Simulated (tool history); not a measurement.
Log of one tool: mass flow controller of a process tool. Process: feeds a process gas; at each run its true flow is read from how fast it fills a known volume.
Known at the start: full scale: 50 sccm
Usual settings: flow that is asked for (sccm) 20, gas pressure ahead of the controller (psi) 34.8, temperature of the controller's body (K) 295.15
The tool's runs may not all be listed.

run    hour  flow that is asked for (sccm)  gas pressure ahead of the controller (psi)  temperature of the controller's body (K)  true flow (%)
  1       0                             20                                        34.8                                    295.15           98.5
  2   105.3                             20                                        34.8                                    295.15          98.36
  3   240.6                             20                                        34.8                                    295.15          98.13
  4   308.8                             20                                        34.8                                    295.15          98.14
  5   402.9                             20                                        34.8                                    295.15          98.01
  6   526.8                             20                                        20.9                                    295.15          97.21
  7   645.8                             20                                        20.9                                    295.15          97.03
  8   742.4                             20                                        20.9                                    295.15          96.93
  9   854.7                             20                                        20.9                                    295.15          96.97
 10   924.9                             20                                        20.9                                    295.15          96.71
 11   998.3                             20                                        20.9                                    295.15          96.81
 12  1125.9                             20                                        20.9                                    295.15          96.49
 13  1243.1                             20                                        20.9                                    295.15          96.31
 14  1366.5                             20                                        34.8                                    310.15          98.21
 15  1497.4                             20                                        34.8                                    310.15          97.93
 16  1619.5                              5                                        35.7                                    310.15          97.06
 17  1724.4                             25                                        35.7                                    302.15          97.45
 18  1827.5                              8                                        35.5                                    301.15          96.35
 19  1960.9                             20                                        21.3                                    295.15          95.63

Measured less the same run without the tool's hidden state. The same run-to-run variation is in both; the gauge's scatter may not be:
The hidden state here: flow at rest that the sensor doesn't see, % of full scale; true flow over the shown one, %; drift of the gauge itself on true_pct, %.
run  true flow (%)
  1          +0.01
  2          -0.11
  3          -0.27
  4          -0.34
  5          -0.44
  6          -0.58
  7          -0.71
  8          -0.82
  9          -0.94
 10          -1.01
 11          -1.09
 12          -1.23
 13          -1.37
 14          -1.53
 15          -1.68
 16           -1.8
 17          -1.93
 18          -2.02
 19          -2.16

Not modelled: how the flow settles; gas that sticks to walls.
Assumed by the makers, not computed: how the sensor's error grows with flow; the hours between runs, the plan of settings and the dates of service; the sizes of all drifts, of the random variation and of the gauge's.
